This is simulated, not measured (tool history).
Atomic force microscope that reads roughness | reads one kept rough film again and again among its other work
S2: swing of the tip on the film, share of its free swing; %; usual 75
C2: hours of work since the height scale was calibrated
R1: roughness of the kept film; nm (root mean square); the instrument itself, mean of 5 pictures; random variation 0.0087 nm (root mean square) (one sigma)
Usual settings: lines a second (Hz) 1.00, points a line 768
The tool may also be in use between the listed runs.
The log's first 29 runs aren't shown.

{"run": 30, "hour": 1140.2, "lines a second (Hz)": 3.38, "S2": 83, "points a line": 556, "pictures with this tip": 386, "C2": 1491, "R1": 1.583}
{"hour": 1148.3, "done": "new tip fitted"}
{"run": 31, "hour": 1196.8, "lines a second (Hz)": 3.38, "S2": 83, "points a line": 556, "pictures with this tip": 111, "C2": 1532, "R1": 1.577}
{"run": 32, "hour": 1251.3, "lines a second (Hz)": 0.79, "S2": 79, "points a line": 556, "pictures with this tip": 235, "C2": 1573, "R1": 1.913}
{"run": 33, "hour": 1295.3, "lines a second (Hz)": 0.79, "S2": 79, "points a line": 556, "pictures with this tip": 336, "C2": 1606, "R1": 1.914}
{"hour": 1324.9, "done": "new tip fitted"}
{"run": 34, "hour": 1337.1, "lines a second (Hz)": 1.02, "S2": 68, "points a line": 408, "pictures with this tip": 28, "C2": 1636, "R1": 1.941}
{"run": 35, "hour": 1388.2, "lines a second (Hz)": 1.01, "S2": 56, "points a line": 768, "pictures with this tip": 145, "C2": 1674, "R1": 1.968}
{"run": 36, "hour": 1418.1, "lines a second (Hz)": 1.01, "S2": 56, "points a line": 882, "pictures with this tip": 213, "C2": 1696, "R1": 1.989}
{"run": 37, "hour": 1457.4, "lines a second (Hz)": 1.01, "S2": 56, "points a line": 882, "pictures with this tip": 303, "C2": 1726, "R1": 1.986}
{"run": 38, "hour": 1485.9, "lines a second (Hz)": 0.51, "S2": 61, "points a line": 768, "pictures with this tip": 368, "C2": 1747, "R1": 1.989}
{"hour": 1503.2, "done": "new tip fitted"}
{"run": 39, "hour": 1523.0, "lines a second (Hz)": 2.45, "S2": 60, "points a line": 1007, "pictures with this tip": 46, "C2": 1774, "R1": 1.925}
{"run": 40, "hour": 1551.8, "lines a second (Hz)": 1.0, "S2": 75, "points a line": 511, "pictures with this tip": 111, "C2": 1795, "R1": 1.912}
{"run": 41, "hour": 1605.4, "lines a second (Hz)": 2.8, "S2": 75, "points a line": 548, "pictures with this tip": 234, "C2": 1835, "R1": 1.735}
{"run": 42, "hour": 1642.7, "lines a second (Hz)": 0.65, "S2": 75, "points a line": 330, "pictures with this tip": 319, "C2": 1863, "R1": 1.912}
{"run": 43, "hour": 1671.8, "lines a second (Hz)": 0.65, "S2": 75, "points a line": 330, "pictures with this tip": 385, "C2": 1884, "R1": 1.909}
{"hour": 1678.7, "done": "new tip fitted"}
{"run": 44, "hour": 1717.2, "lines a second (Hz)": 0.65, "S2": 75, "points a line": 330, "pictures with this tip": 88, "C2": 1918, "R1": 1.929}
{"run": 45, "hour": 1763.1, "lines a second (Hz)": 1.42, "S2": 56, "points a line": 308, "pictures with this tip": 193, "C2": 1952, "R1": 1.927}
{"run": 46, "hour": 1790.8, "lines a second (Hz)": 1.42, "S2": 56, "points a line": 308, "pictures with this tip": 256, "C2": 1972, "R1": 1.928}
{"run": 47, "hour": 1826.0, "lines a second (Hz)": 0.81, "S2": 75, "points a line": 331, "pictures with this tip": 336, "C2": 1999, "R1": 1.897}
{"hour": 1858.3, "done": "new tip fitted"}
{"run": 48, "hour": 1870.3, "lines a second (Hz)": 2.81, "S2": 75, "points a line": 768, "pictures with this tip": 27, "C2": 2031, "R1": 1.75}
{"run": 49, "hour": 1923.6, "lines a second (Hz)": 2.81, "S2": 75, "points a line": 327, "pictures with this tip": 149, "C2": 2071, "R1": 1.738}
{"run": 50, "hour": 1967.1, "lines a second (Hz)": 2.81, "S2": 75, "points a line": 327, "pictures with this tip": 248, "C2": 2103, "R1": 1.724}
{"run": 51, "hour": 2008.0, "lines a second (Hz)": 0.94, "S2": 74, "points a line": 567, "pictures with this tip": 342, "C2": 2133, "R1": 1.907}
{"hour": 2033.9, "done": "new tip fitted"}
{"run": 52, "hour": 2060.6, "lines a second (Hz)": 0.94, "S2": 74, "points a line": 567, "pictures with this tip": 61, "C2": 2172, "R1": 1.918}

Forecast each of these 4 alternatives for the next run:
{"hour": 2089.6, "done": "height scale calibrated on a step standard"}
{"run": "A", "hour": 2089.7, "lines a second (Hz)": 2.03, "S2": 57, "points a line": 516, "pictures with this tip": 125, "C2": 0, "R1": "?"}
{"hour": 2089.6, "done": "height scale calibrated on a step standard"}
{"run": "B", "hour": 2089.7, "lines a second (Hz)": 0.77, "S2": 76, "points a line": 567, "pictures with this tip": 125, "C2": 0, "R1": "?"}
{"hour": 2089.6, "done": "height scale calibrated on a step standard"}
{"run": "C", "hour": 2089.7, "lines a second (Hz)": 0.88, "S2": 75, "points a line": 842, "pictures with this tip": 125, "C2": 0, "R1": "?"}
{"hour": 2089.6, "done": "height scale calibrated on a step standard"}
{"run": "D", "hour": 2089.7, "lines a second (Hz)": 1.35, "S2": 63, "points a line": 505, "pictures with this tip": 125, "C2": 0, "R1": "?"}

run=A R1=1.944
run=B R1=1.932
run=C R1=1.938
run=D R1=1.955
Without the tool's hidden state the same runs would have given:
run=A R1=1.947
run=B R1=1.936
run=C R1=1.941
run=D R1=1.958
